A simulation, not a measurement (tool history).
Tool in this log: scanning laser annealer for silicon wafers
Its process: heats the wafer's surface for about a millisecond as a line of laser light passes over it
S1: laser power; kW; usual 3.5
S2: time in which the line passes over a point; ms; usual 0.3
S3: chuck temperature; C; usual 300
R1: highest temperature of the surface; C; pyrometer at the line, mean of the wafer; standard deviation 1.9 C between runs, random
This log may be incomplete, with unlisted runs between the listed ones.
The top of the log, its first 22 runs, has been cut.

run,hour,S1,S2,S3,R1
23,964.6,3.75,0.275,276,1118
24,1009.9,3.75,0.275,276,1114
25,1056.1,3.263,0.32,276,1023
26,1120.1,3.816,0.216,327,1091
# hour 1145.9: window over the wafer cleaned
27,1179.5,3.19,0.362,329,1113
28,1209.1,3.19,0.362,329,1109
29,1264.8,3.125,0.298,297,993
30,1329.4,3.473,0.3,291,1084
31,1379.6,3.59,0.271,287,1073
32,1409,3.581,0.337,287,1147
33,1473.8,3.081,0.347,300,1018
34,1517.8,3.081,0.347,300,1019
35,1574.5,3.132,0.3,287,973
36,1609.4,3.32,0.267,323,1021
37,1637.7,3.019,0.307,300,957
38,1692,3.703,0.281,294,1109
# hour 1720.7: window over the wafer cleaned
39,1724.8,3.37,0.295,300,1062
40,1758.8,3.342,0.236,300,984

3 ways to go on from here, each from the tool as it stands after run 40. What would each give?
# hour 1817.7: optics aligned, line set to its width
A,1823.9,3.439,0.301,306,?
# hour 1817.7: optics aligned, line set to its width
B,1823.9,3.243,0.236,291,?
# hour 1817.7: optics aligned, line set to its width
C,1823.9,3.342,0.213,300,?

run,R1
A,1115
B,968
C,975
What these runs would have given with no unlogged condition in the tool:
run,R1
A,1137
B,986
C,993
